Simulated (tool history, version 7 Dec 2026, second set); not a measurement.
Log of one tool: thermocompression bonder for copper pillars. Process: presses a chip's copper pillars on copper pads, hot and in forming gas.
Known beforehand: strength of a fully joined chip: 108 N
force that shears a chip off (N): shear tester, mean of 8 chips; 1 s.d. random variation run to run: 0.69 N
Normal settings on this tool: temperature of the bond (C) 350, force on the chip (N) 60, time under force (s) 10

| run | hour | temperature of the bond (C) | force on the chip (N) | time under force (s) | force that shears a chip off (N) |
|---|---|---|---|---|---|
| 1 | 0 | 350 | 60 | 10 | 48 |
| 2 | 8.3 | 350 | 60 | 10 | 49.8 |
| 3 | 20 | 350 | 60 | 10 | 48 |
| 4 | 34 | 350 | 60 | 10 | 48 |
| 5 | 51.9 | 350 | 72 | 10 | 57 |
| 6 | 62.6 | 350 | 72 | 10 | 57.4 |
| 7 | 78.4 | 350 | 72 | 10 | 57 |
| 8 | 92.4 | 350 | 72 | 10 | 56.3 |
| 9 | 103.8 | 350 | 66 | 10 | 51.5 |
| 10 | 118.4 | 350 | 44 | 10 | 36.2 |
| 11 | 133.2 | 350 | 44 | 10 | 36.6 |
| 12 | 150.4 | 350 | 60 | 7 | 41.7 |
| 13 | 165 | 350 | 60 | 7 | 42.3 |
| 14 | 179.4 | 350 | 60 | 7 | 42.8 |
|  | 182.1 | force cell calibrated |
| 15 | 196.3 | 350 | 60 | 10 | 48.6 |
| 16 | 214.4 | 350 | 60 | 10 | 47.8 |
| 17 | 223.1 | 350 | 60 | 10 | 48.8 |
| 18 | 241.6 | 350 | 40 | 10 | 32.8 |
|  | 257 | force cell calibrated, once more |
| 19 | 260.7 | 350 | 40 | 10 | 30.9 |
| 20 | 270.1 | 333 | 60 | 18 | 49.6 |
| 21 | 286.6 | 377 | 60 | 10 | 58.4 |
| 22 | 297 | 377 | 60 | 10 | 60.4 |
| 23 | 311.6 | 326 | 68 | 25 | 58.1 |
| 24 | 324 | 322 | 42 | 21 | 32.9 |
| 25 | 333.7 | 368 | 56 | 14 | 57.3 |
| 26 | 349.9 | 368 | 56 | 14 | 57.8 |
| 27 | 367.7 | 368 | 56 | 14 | 56.2 |
| 28 | 382.1 | 368 | 56 | 14 | 57.8 |
| 29 | 400 | 325 | 37 | 10 | 20.6 |
| 30 | 413.5 | 343 | 77 | 8 | 49.2 |
| 31 | 421.2 | 363 | 38 | 7 | 28.4 |
| 32 | 434.5 | 379 | 38 | 18 | 49.3 |
|  | 450.1 | forming gas filter changed |
| 33 | 450.5 | 337 | 60 | 22 | 56.3 |
| 34 | 460 | 337 | 60 | 17 | 50.3 |
| 35 | 476.4 | 337 | 60 | 17 | 51.1 |

Pick out some run-to-run changes in force that shears a chip off (N). Of each, how much would a tool without hidden state show as well, from the settings, what came in and chance, and how much is left for the hidden state and any gauge scatter not in both results compared?
What the log doesn't record here: true temperature of the bond over the reading, C; force that reaches the chip, % of what is set; oxide that the forming gas leaves, % of the face; drift of the gauge itself on shear_n, %.
Run 18 -> 19: force cell calibrated, once more. force that shears a chip off (N) -1.9: hidden state -0.9, all else -1.
Run 23 -> 24: temperature of the bond (C) 326 -> 322, force on the chip (N) 68 -> 42, time under force (s) 25 -> 21. force that shears a chip off (N) -25.2: hidden state +0.5, all else -25.7.
Run 28 -> 29: temperature of the bond (C) 368 -> 325, force on the chip (N) 56 -> 37, time under force (s) 14 -> 10. force that shears a chip off (N) -37.2: hidden state +1.1, all else -38.3.
Run 29 -> 30: temperature of the bond (C) 325 -> 343, force on the chip (N) 37 -> 77, time under force (s) 10 -> 8. force that shears a chip off (N) +28.6: hidden state -1, all else +29.6.

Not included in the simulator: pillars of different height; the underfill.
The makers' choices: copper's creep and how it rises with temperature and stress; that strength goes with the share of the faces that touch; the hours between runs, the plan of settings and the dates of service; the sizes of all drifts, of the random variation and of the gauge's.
